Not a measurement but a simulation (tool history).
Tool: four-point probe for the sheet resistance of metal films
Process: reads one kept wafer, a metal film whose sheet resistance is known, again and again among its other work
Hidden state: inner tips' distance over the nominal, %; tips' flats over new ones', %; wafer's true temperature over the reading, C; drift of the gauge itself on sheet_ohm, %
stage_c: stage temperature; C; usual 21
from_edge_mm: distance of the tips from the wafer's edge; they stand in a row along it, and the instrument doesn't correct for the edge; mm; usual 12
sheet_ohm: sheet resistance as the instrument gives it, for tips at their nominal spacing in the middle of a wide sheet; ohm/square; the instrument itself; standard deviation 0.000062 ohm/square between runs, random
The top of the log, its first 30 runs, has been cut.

run   hour  stage_c  from_edge_mm  touches since the probe head was changed  hours of work since the stage's thermometer was calibrated  sheet_ohm
 31  603.7       20             7                                     45189                                                        1849   0.309067
     605.5  -- stage's thermometer calibrated
 32  627.8       20             7                                     46152                                                          14    0.30877
 33  656.4       20             7                                     47318                                                          32   0.308862
 34  678.1       29            65                                     48203                                                          46   0.308601
 35  691.5       20             4                                     48747                                                          54   0.310356
 36  705.1       25             6                                     49303                                                          63   0.309443
     727.5  -- stage's thermometer calibrated, once more
 37  729.1       25             6                                     50260                                                           1    0.31036
 38  741.9       25             6                                     50783                                                           9   0.310238
 39  766.8       27             4                                     51799                                                          25   0.311824
 40  791.3       28            11                                     52794                                                          40   0.309731
 41  808.6       23             4                                     53499                                                          51   0.311498
 42  834.5       28            12                                     54556                                                          67   0.309543
 43  857.6       18            12                                     55497                                                          82   0.308732
 44  870.9       21            11                                     56041                                                          90   0.308953
 45    884       21            11                                     56575                                                          98   0.309038
 46  908.5       26            28                                     57573                                                         114   0.309192

Consider 3 possible next runs. They are alternatives, not a sequence: every one starts from the tool as it was left by run 46. What does each give?
  A  933.2       22            33                                     58577                                                         129          ?
  B  933.2       20            12                                     58577                                                         129          ?
  C  933.2       22            23                                     58577                                                         129          ?

run  sheet_ohm
  A   0.308872
  B    0.30893
  C   0.308896
Stripped of hidden state, with their random variation kept, the same runs would have yielded:
run  sheet_ohm
  A   0.308214
  B   0.308272
  C   0.308238
